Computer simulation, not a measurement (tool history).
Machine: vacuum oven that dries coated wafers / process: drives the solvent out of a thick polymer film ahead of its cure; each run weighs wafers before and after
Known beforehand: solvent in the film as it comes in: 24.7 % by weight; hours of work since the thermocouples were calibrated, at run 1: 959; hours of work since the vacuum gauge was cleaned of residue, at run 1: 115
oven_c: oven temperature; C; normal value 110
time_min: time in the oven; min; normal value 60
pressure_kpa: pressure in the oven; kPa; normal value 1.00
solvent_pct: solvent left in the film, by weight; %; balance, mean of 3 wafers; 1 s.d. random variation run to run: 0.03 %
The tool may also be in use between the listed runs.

| run | hour | oven_c | time_min | pressure_kpa | hours of work since the thermocouples were calibrated | hours of work since the vacuum gauge was cleaned of residue | solvent_pct |
|---|---|---|---|---|---|---|---|
| 1 | 0.0 | 110 | 60 | 1.00 | 959 | 115 | 2.77 |
| 2 | 18.9 | 110 | 60 | 1.00 | 974 | 130 | 2.74 |
| 3 | 49.0 | 110 | 72 | 1.00 | 997 | 153 | 1.95 |
| 4 | 72.2 | 110 | 72 | 1.00 | 1016 | 171 | 1.87 |
| 5 | 100.7 | 110 | 72 | 1.00 | 1038 | 194 | 1.91 |
| 6 | 119.0 | 110 | 60 | 1.00 | 1052 | 208 | 2.80 |
| 7 | 138.7 | 110 | 60 | 1.00 | 1068 | 224 | 2.76 |
|  | 142.6 | oven's thermocouples calibrated |
| 8 | 155.2 | 110 | 60 | 1.00 | 10 | 235 | 2.89 |
| 9 | 178.1 | 110 | 60 | 1.00 | 28 | 253 | 2.91 |
| 10 | 210.1 | 110 | 60 | 2.01 | 53 | 278 | 3.11 |
|  | 220.0 | oven's thermocouples calibrated, once more |
| 11 | 226.9 | 110 | 60 | 2.01 | 5 | 290 | 2.66 |
| 12 | 248.9 | 110 | 89 | 0.71 | 23 | 307 | 1.02 |
| 13 | 269.1 | 99 | 41 | 0.71 | 39 | 323 | 8.66 |
| 14 | 301.9 | 120 | 60 | 3.90 | 64 | 349 | 1.25 |
| 15 | 320.8 | 121 | 58 | 2.32 | 79 | 364 | 0.93 |
| 16 | 338.1 | 113 | 107 | 2.89 | 93 | 377 | 0.84 |
| 17 | 371.5 | 100 | 31 | 0.89 | 119 | 404 | 10.37 |

3 ways to go on from here, each from the tool as it stands after run 17. What would each give?
| A | 387.0 | 119 | 60 | 1.00 | 131 | 416 | ? |
| B | 387.0 | 114 | 96 | 1.89 | 131 | 416 | ? |
| C | 387.0 | 110 | 48 | 1.00 | 131 | 416 | ? |

| run | solvent_pct |
|---|---|
| A | 0.92 |
| B | 0.67 |
| C | 3.82 |
Without the tool's hidden state the same runs would have given:
| run | solvent_pct |
|---|---|
| A | 0.83 |
| B | 0.61 |
| C | 3.63 |
